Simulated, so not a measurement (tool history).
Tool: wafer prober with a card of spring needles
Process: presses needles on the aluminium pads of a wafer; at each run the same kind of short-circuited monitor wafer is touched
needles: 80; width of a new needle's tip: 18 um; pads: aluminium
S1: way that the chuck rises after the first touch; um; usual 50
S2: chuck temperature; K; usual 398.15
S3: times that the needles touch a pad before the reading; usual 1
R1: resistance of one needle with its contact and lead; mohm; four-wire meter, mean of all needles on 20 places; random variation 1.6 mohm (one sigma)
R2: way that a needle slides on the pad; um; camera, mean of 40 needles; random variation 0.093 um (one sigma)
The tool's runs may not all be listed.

run	hour	S1	S2	S3	R1	R2
1	0	50	398.15	1	264	10.11
# hour 5.9: tips cleaned on abrasive film
# hour 13.7: tips cleaned on abrasive film
2	17.5	50	398.15	1	343	9.68
# hour 21.1: tips cleaned on abrasive film
# hour 29: tips cleaned on abrasive film
# hour 37.2: tips cleaned on abrasive film
# hour 45.1: tips cleaned on abrasive film
3	45.1	50	398.15	3	184	9.62
# hour 53.8: tips cleaned on abrasive film
# hour 62: tips cleaned on abrasive film
# hour 70.5: tips cleaned on abrasive film
4	71.3	50	398.15	1	249	9.49
# hour 78.2: tips cleaned on abrasive film
# hour 87: tips cleaned on abrasive film
5	89.3	67	398.15	1	228	13.34
# hour 95.2: tips cleaned on abrasive film
# hour 103.2: tips cleaned on abrasive film
6	107.5	67	398.15	1	267	13.03
# hour 110.6: tips cleaned on abrasive film
# hour 118.6: tips cleaned on abrasive film
# hour 126.7: tips cleaned on abrasive film
7	130.9	67	398.15	1	257	13.06
# hour 132.6: height of the first contact set anew
# hour 135.4: tips cleaned on abrasive film
# hour 143.4: tips cleaned on abrasive film
8	147.7	40	319.15	1	433	8.57
# hour 151.4: tips cleaned on abrasive film
# hour 159.8: tips cleaned on abrasive film
9	161.4	40	330.15	1	302	8.59
# hour 166.6: tips cleaned on abrasive film, once more
# hour 175.6: tips cleaned on abrasive film
10	181.9	40	330.15	1	469	8.53
# hour 183.8: tips cleaned on abrasive film
# hour 192.1: tips cleaned on abrasive film
11	197.1	40	330.15	1	454	8.43
# hour 200: tips cleaned on abrasive film
# hour 208.7: tips cleaned on abrasive film
12	210	30	302.15	2	362	6.29
# hour 216.9: tips cleaned on abrasive film
13	223.2	50	302.15	1	364	10.54
# hour 225.1: tips cleaned on abrasive film
# hour 233.8: tips cleaned on abrasive film
14	239.6	50	302.15	1	359	10.52

Forecast each of these 5 alternatives for the next run:
# hour 242.8: tips cleaned on abrasive film
# hour 251.2: tips cleaned on abrasive film
A	253.4	64	379.15	1	?	?
# hour 242.8: tips cleaned on abrasive film
# hour 251.2: tips cleaned on abrasive film
B	253.4	41	346.15	1	?	?
# hour 242.8: tips cleaned on abrasive film
# hour 251.2: tips cleaned on abrasive film
C	253.4	50	302.15	3	?	?
# hour 242.8: tips cleaned on abrasive film
# hour 251.2: tips cleaned on abrasive film
D	253.4	40	372.15	2	?	?
# hour 242.8: tips cleaned on abrasive film
# hour 251.2: tips cleaned on abrasive film
E	253.4	58	346.15	1	?	?

run	R1	R2
A	234	13.31
B	367	8.59
C	201	10.59
D	304	8.31
E	257	12.28
Without the tool's hidden state the same runs would have given:
run	R1	R2
A	146	13.6
B	155	8.88
C	137	10.89
D	164	8.6
E	145	12.57
